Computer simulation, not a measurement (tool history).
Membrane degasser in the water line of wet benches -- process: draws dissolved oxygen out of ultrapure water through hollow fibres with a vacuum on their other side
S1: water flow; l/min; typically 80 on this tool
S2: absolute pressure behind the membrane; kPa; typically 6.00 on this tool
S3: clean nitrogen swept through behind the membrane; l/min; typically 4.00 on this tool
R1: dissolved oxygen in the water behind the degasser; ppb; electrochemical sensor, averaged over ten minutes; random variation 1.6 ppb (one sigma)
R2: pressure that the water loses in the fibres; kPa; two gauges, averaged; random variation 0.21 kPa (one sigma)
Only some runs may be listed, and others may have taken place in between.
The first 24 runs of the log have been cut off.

run	hour	S1	S2	S3	R1	R2
25	1516.0	49	6.00	2.27	143.6	32.89
26	1611.2	80	3.73	5.41	64.3	53.97
27	1700.9	65	10.48	6.98	182.3	43.47
28	1752.7	122	6.17	2.41	395.6	81.83
29	1841.3	50	9.40	4.10	189.5	33.74
30	1891.8	50	9.40	4.10	190.7	33.63
31	1962.7	93	7.84	4.00	298.6	63.16
32	2052.2	96	6.00	8.09	150.5	64.93
33	2098.6	55	4.76	4.75	61.4	36.97

Forecast each of these 3 alternatives for the next run:
A	2182.1	103	3.73	4.36	?	?
B	2182.1	55	3.76	4.75	?	?
C	2182.1	76	5.84	4.58	?	?

run	R1	R2
A	116.9	69.89
B	35.9	37.31
C	144.5	51.79
With no hidden state in the tool, these same runs would have given:
run	R1	R2
A	87.3	65.05
B	26.5	34.73
C	127.1	48.21
